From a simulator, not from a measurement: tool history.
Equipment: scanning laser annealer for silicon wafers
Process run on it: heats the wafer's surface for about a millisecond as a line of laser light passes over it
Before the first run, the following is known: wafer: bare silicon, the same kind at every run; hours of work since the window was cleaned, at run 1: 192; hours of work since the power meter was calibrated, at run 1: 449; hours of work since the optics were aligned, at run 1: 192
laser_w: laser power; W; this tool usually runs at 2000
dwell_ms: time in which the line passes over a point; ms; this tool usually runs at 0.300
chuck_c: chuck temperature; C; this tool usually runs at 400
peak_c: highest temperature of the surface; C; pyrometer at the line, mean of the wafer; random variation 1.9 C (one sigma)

run,day,laser_w,dwell_ms,chuck_c,hours of work since the window was cleaned,hours of work since the power meter was calibrated,hours of work since the optics were aligned,peak_c
1,0.000,2000,0.300,400,192,449,192,1210
2,1.188,2000,0.300,400,204,462,204,1211
3,2.425,2000,0.300,400,217,475,217,1211
4,3.958,2000,0.300,400,233,491,233,1206
5,4.775,2000,0.300,400,242,499,242,1204
6,6.158,2000,0.300,400,256,514,256,1204
7,7.258,1900,0.300,400,268,525,268,1155
8,8.829,2053,0.300,369,284,542,284,1197
9,9.817,2000,0.245,432,295,552,295,1163
10,11.033,2000,0.245,432,307,565,307,1166
11,11.758,1813,0.300,402,315,573,315,1112

Branching from run 11: 5 alternative next runs. What would each branch give?
A,13.312,2178,0.300,402,331,589,331,?
B,13.312,2000,0.353,419,331,589,331,?
C,13.312,1882,0.253,369,331,589,331,?
D,13.312,2010,0.218,383,331,589,331,?
E,13.312,2014,0.344,419,331,589,331,?

run,peak_c
A,1288
B,1281
C,1058
D,1083
E,1277
Without the tool's hidden state the same runs would have given:
run,peak_c
A,1315
B,1306
C,1079
D,1104
E,1303
